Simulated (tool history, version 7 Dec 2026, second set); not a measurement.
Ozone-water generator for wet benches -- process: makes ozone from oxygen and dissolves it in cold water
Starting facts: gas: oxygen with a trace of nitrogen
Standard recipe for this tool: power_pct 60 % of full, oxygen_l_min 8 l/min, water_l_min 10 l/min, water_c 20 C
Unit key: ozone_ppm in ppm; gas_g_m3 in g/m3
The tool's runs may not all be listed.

run 1 hour=0 | power_pct=60 oxygen_l_min=8 water_l_min=10 water_c=20 | ozone_ppm=26.1 gas_g_m3=193.8
run 2 hour=57.5 | power_pct=60 oxygen_l_min=8 water_l_min=10 water_c=20 | ozone_ppm=26.3 gas_g_m3=192
run 3 hour=90.4 | power_pct=60 oxygen_l_min=8 water_l_min=10 water_c=20 | ozone_ppm=26.1 gas_g_m3=190.9
run 4 hour=127.1 | power_pct=60 oxygen_l_min=8 water_l_min=10 water_c=20 | ozone_ppm=26.5 gas_g_m3=192.7
run 5 hour=171.5 | power_pct=60 oxygen_l_min=8 water_l_min=7 water_c=20 | ozone_ppm=32.8 gas_g_m3=192.3
run 6 hour=229.8 | power_pct=60 oxygen_l_min=8 water_l_min=7 water_c=20 | ozone_ppm=33 gas_g_m3=193.3
run 7 hour=271.9 | power_pct=60 oxygen_l_min=10.45 water_l_min=7 water_c=20 | ozone_ppm=30.8 gas_g_m3=167.3
run 8 hour=321.7 | power_pct=60 oxygen_l_min=10.45 water_l_min=7 water_c=20 | ozone_ppm=30.3 gas_g_m3=169.5
run 9 hour=375.6 | power_pct=91 oxygen_l_min=8.3 water_l_min=8 water_c=19 | ozone_ppm=41.5 gas_g_m3=255.7
run 10 hour=424.7 | power_pct=49 oxygen_l_min=7.48 water_l_min=15 water_c=15 | ozone_ppm=17.7 gas_g_m3=168.4
run 11 hour=471 | power_pct=41 oxygen_l_min=7.15 water_l_min=10 water_c=20 | ozone_ppm=19.9 gas_g_m3=154.4
run 12 hour=499.3 | power_pct=41 oxygen_l_min=7.15 water_l_min=12 water_c=20 | ozone_ppm=17.4 gas_g_m3=152.3
run 13 hour=526.6 | power_pct=91 oxygen_l_min=5.18 water_l_min=7 water_c=15 | ozone_ppm=55.4 gas_g_m3=318.2

Here are 3 independent what-if runs from the current tool condition. What would each one return?
run A hour=556.8 | power_pct=91 oxygen_l_min=5.18 water_l_min=7 water_c=16 | ozone_ppm=? gas_g_m3=?
run B hour=556.8 | power_pct=43 oxygen_l_min=8 water_l_min=12 water_c=20 | ozone_ppm=? gas_g_m3=?
run C hour=556.8 | power_pct=65 oxygen_l_min=8 water_l_min=10 water_c=20 | ozone_ppm=? gas_g_m3=?

run=A ozone_ppm=53.5 gas_g_m3=315.1
run=B ozone_ppm=17.6 gas_g_m3=148.3
run=C ozone_ppm=27.5 gas_g_m3=203.3
Stripped of hidden state, with their random variation kept, the same runs would have yielded:
run=A ozone_ppm=57.2 gas_g_m3=327.4
run=B ozone_ppm=18.6 gas_g_m3=151.3
run=C ozone_ppm=29.3 gas_g_m3=209.5
